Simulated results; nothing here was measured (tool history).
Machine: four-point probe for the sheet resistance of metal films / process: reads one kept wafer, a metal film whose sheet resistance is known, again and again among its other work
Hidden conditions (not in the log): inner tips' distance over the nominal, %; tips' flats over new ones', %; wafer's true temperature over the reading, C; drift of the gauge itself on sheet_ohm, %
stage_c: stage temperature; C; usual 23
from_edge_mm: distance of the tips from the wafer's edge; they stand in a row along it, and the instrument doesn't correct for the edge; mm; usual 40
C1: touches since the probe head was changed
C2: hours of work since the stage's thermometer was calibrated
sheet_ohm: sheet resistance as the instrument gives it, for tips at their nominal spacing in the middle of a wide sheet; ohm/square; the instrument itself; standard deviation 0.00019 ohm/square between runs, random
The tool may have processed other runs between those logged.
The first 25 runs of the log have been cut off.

{"run": 26, "hour": 2182.4, "stage_c": 23, "from_edge_mm": 29, "C1": 184454, "C2": 250, "sheet_ohm": 0.963109}
{"run": 27, "hour": 2313.4, "stage_c": 28, "from_edge_mm": 17, "C1": 188836, "C2": 315, "sheet_ohm": 0.963006}
{"run": 28, "hour": 2425.8, "stage_c": 21, "from_edge_mm": 5, "C1": 192597, "C2": 370, "sheet_ohm": 0.983859}
{"run": 29, "hour": 2529.9, "stage_c": 22, "from_edge_mm": 40, "C1": 196080, "C2": 421, "sheet_ohm": 0.963698}
{"run": 30, "hour": 2612.8, "stage_c": 22, "from_edge_mm": 40, "C1": 198853, "C2": 462, "sheet_ohm": 0.963151}
{"run": 31, "hour": 2677.2, "stage_c": 22, "from_edge_mm": 9, "C1": 201007, "C2": 493, "sheet_ohm": 0.9698}
{"run": 32, "hour": 2773.5, "stage_c": 33, "from_edge_mm": 58, "C1": 204227, "C2": 541, "sheet_ohm": 0.960265}
{"run": 33, "hour": 2885.6, "stage_c": 32, "from_edge_mm": 7, "C1": 207978, "C2": 596, "sheet_ohm": 0.970951}
{"run": 34, "hour": 2941.2, "stage_c": 31, "from_edge_mm": 4, "C1": 209836, "C2": 623, "sheet_ohm": 0.992303}
{"run": 35, "hour": 3028.2, "stage_c": 34, "from_edge_mm": 4, "C1": 212748, "C2": 666, "sheet_ohm": 0.991026}
{"run": 36, "hour": 3156.3, "stage_c": 18, "from_edge_mm": 7, "C1": 217031, "C2": 729, "sheet_ohm": 0.975135}
{"run": 37, "hour": 3271.7, "stage_c": 18, "from_edge_mm": 7, "C1": 220893, "C2": 785, "sheet_ohm": 0.975306}
{"hour": 3356.2, "done": "new probe head fitted"}
{"run": 38, "hour": 3380.2, "stage_c": 19, "from_edge_mm": 13, "C1": 802, "C2": 838, "sheet_ohm": 0.960156}
{"run": 39, "hour": 3438.7, "stage_c": 20, "from_edge_mm": 3, "C1": 2762, "C2": 867, "sheet_ohm": 1.010942}
{"run": 40, "hour": 3565.7, "stage_c": 31, "from_edge_mm": 3, "C1": 7008, "C2": 929, "sheet_ohm": 1.007166}
{"run": 41, "hour": 3637.9, "stage_c": 23, "from_edge_mm": 7, "C1": 9426, "C2": 965, "sheet_ohm": 0.966595}

Branching from run 41: 3 alternative next runs. What would each branch give?
{"run": "A", "hour": 3710.6, "stage_c": 23, "from_edge_mm": 35, "C1": 11857, "C2": 1000, "sheet_ohm": "?"}
{"run": "B", "hour": 3710.6, "stage_c": 23, "from_edge_mm": 74, "C1": 11857, "C2": 1000, "sheet_ohm": "?"}
{"run": "C", "hour": 3710.6, "stage_c": 34, "from_edge_mm": 7, "C1": 11857, "C2": 1000, "sheet_ohm": "?"}

run=A sheet_ohm=0.956367
run=B sheet_ohm=0.956032
run=C sheet_ohm=0.963813
What these runs would have given with no unlogged condition in the tool:
run=A sheet_ohm=0.957253
run=B sheet_ohm=0.956918
run=C sheet_ohm=0.964683
